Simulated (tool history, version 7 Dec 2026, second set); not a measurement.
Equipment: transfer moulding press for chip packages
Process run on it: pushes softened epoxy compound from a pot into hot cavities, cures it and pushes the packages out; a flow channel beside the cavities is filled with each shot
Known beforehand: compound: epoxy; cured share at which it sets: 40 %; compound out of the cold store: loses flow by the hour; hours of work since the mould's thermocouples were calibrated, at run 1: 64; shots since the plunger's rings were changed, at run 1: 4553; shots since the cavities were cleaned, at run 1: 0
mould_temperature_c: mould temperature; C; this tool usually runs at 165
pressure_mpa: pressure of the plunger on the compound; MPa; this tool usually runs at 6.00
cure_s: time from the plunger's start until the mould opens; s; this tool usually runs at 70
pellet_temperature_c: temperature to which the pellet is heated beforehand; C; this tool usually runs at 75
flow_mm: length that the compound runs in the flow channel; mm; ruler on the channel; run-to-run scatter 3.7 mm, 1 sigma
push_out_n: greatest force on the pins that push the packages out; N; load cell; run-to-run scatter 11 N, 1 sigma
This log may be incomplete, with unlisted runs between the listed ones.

run	day	mould_temperature_c	pressure_mpa	cure_s	pellet_temperature_c	hours of work since the mould's thermocouples were calibrated	shots since the plunger's rings were changed	shots since the cavities were cleaned	incoming compound's hours out of the cold store	flow_mm	push_out_n
1	0.000	165	6.00	70	75	64	4553	0	31.9	634	520
2	2.204	165	6.00	70	75	99	5272	719	19.0	645	992
# day 3.442: plunger's sealing rings changed
# day 3.504: cavities cleaned with cleaning compound and waxed
3	4.283	165	6.00	70	75	129	255	255	8.9	718	802
4	5.554	165	6.00	70	75	148	669	669	17.2	691	930
# day 6.871: cavities cleaned with cleaning compound and waxed
5	7.008	165	6.00	73	75	170	1125	45	16.8	689	522
6	9.246	165	6.00	73	75	205	1855	775	46.9	634	907
# day 10.275: cavities cleaned with cleaning compound and waxed
7	11.775	165	6.00	70	81	243	2660	489	9.0	693	907
8	13.538	165	6.00	70	81	271	3236	1065	41.9	630	997
# day 13.812: cavities cleaned with cleaning compound and waxed
9	16.512	165	6.00	70	66	316	4187	881	9.7	680	1114
# day 17.312: cavities cleaned with cleaning compound and waxed
10	19.612	165	6.00	64	75	363	5180	751	15.2	655	1353
# day 20.746: cavities cleaned with cleaning compound and waxed
# day 21.312: plunger's sealing rings changed
11	21.825	165	6.00	64	75	395	168	319	40.5	662	984
12	23.783	157	6.77	70	73	426	808	959	44.5	718	1845
# day 24.267: cavities cleaned with cleaning compound and waxed
13	25.092	157	5.67	93	66	445	1214	270	43.1	659	721
14	26.688	167	4.73	63	69	470	1735	791	30.2	580	1158
# day 27.625: cavities cleaned with cleaning compound and waxed
15	28.175	172	4.73	63	69	492	2200	179	36.3	551	583
16	29.679	161	5.25	63	84	516	2692	671	13.9	651	1719
# day 30.975: cavities cleaned with cleaning compound and waxed
17	31.425	161	5.25	63	84	542	3242	148	16.1	646	1229
18	33.504	170	5.53	70	75	574	3921	827	15.9	630	764
# day 34.542: cavities cleaned with cleaning compound and waxed
19	35.217	167	6.03	81	67	600	4459	220	13.9	667	542
20	37.683	167	6.03	81	67	638	5265	1026	38.7	618	706
# day 37.967: cavities cleaned with cleaning compound and waxed
# day 39.117: plunger's sealing rings changed
21	40.404	158	6.00	85	75	678	421	761	30.9	701	1036
# day 41.517: cavities cleaned with cleaning compound and waxed
22	42.029	171	5.65	70	73	703	931	167	45.4	608	501

Branching from run 22: 4 alternative next runs. What would each branch give?
A	43.683	170	6.00	70	75	728	1471	707	24.3	?	?
B	43.683	165	5.93	86	75	728	1471	707	21.3	?	?
C	43.683	169	6.00	80	75	728	1471	707	32.3	?	?
D	43.683	171	4.55	74	73	728	1471	707	33.2	?	?

run	flow_mm	push_out_n
A	666	715
B	679	673
C	651	624
D	565	633
The same runs, with their run-to-run variation unchanged, on a tool lacking any hidden condition would have given:
run	flow_mm	push_out_n
A	679	371
B	693	348
C	665	327
D	576	330
